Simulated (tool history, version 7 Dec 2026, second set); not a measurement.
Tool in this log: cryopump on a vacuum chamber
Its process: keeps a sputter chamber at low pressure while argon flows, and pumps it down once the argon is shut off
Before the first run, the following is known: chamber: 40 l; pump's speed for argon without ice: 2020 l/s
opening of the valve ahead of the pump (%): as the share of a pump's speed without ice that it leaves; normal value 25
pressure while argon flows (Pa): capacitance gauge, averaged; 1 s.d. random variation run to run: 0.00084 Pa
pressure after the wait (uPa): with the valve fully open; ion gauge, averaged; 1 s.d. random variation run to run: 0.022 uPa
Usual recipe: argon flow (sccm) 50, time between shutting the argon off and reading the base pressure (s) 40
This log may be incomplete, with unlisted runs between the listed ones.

run,hour,argon flow (sccm),time between shutting the argon off and reading the base pressure (s),opening of the valve ahead of the pump (%),pressure while argon flows (Pa),pressure after the wait (uPa)
1,0.0,50,40,25,0.1766,1.52
2,38.2,50,40,25,0.1764,1.52
3,86.3,50,109,25,0.1765,1.20
4,155.8,50,109,25,0.1681,1.07
5,231.1,50,109,25,0.1674,1.08
6,279.3,50,40,25,0.1682,1.46
7,316.8,50,76,25,0.1685,1.18
8,375.2,50,76,25,0.1707,1.17
9,448.7,50,76,25,0.1709,1.19
10,520.4,50,76,40,0.1051,1.28
11,567.4,50,40,25,0.1703,1.44
12,631.2,50,40,25,0.1710,1.49
13,700.0,50,40,25,0.1710,1.47
14,759.5,50,40,25,0.1699,1.53
15,793.8,26,58,25,0.0888,1.40
16,847.6,26,58,25,0.0886,1.40
17,915.4,26,58,25,0.0890,1.40
18,956.7,20,40,44,0.0385,1.52
19,1000.2,42,29,25,0.1448,1.84
20,1039.2,42,29,25,0.1441,1.80
21,1090.1,99,32,59,0.1492,1.77
22,1133.0,59,139,59,0.0895,1.25
23,1202.3,31,45,27,0.0987,1.62
24,1239.8,88,164,33,0.2340,1.28
25,1317.0,25,112,52,0.0430,1.34
26,1356.2,55,112,39,0.1245,1.39
27,1421.4,53,40,22,0.2079,1.72
28,1458.0,79,231,25,0.2734,1.24

Put back what was entered between runs (1 entry, withheld): which listed runs does each sit between, and how does the hidden state differ from the listed run before to the listed run after?
In the gap between runs 3 and 4: pump warmed up, emptied and cooled again (hour 137.6)
  pump's speed, % of a pump's without ice: 81.9 -> 99.4; cold plate's temperature, K: 12.67 -> 12.68; leak into the chamber, uPa l/s: 1650 -> 1669
  measured value less the no-hidden-state value, pressure while argon flows (Pa): +0.0099 -> +0.0009; pressure after the wait (uPa): +0.87 -> +0.71

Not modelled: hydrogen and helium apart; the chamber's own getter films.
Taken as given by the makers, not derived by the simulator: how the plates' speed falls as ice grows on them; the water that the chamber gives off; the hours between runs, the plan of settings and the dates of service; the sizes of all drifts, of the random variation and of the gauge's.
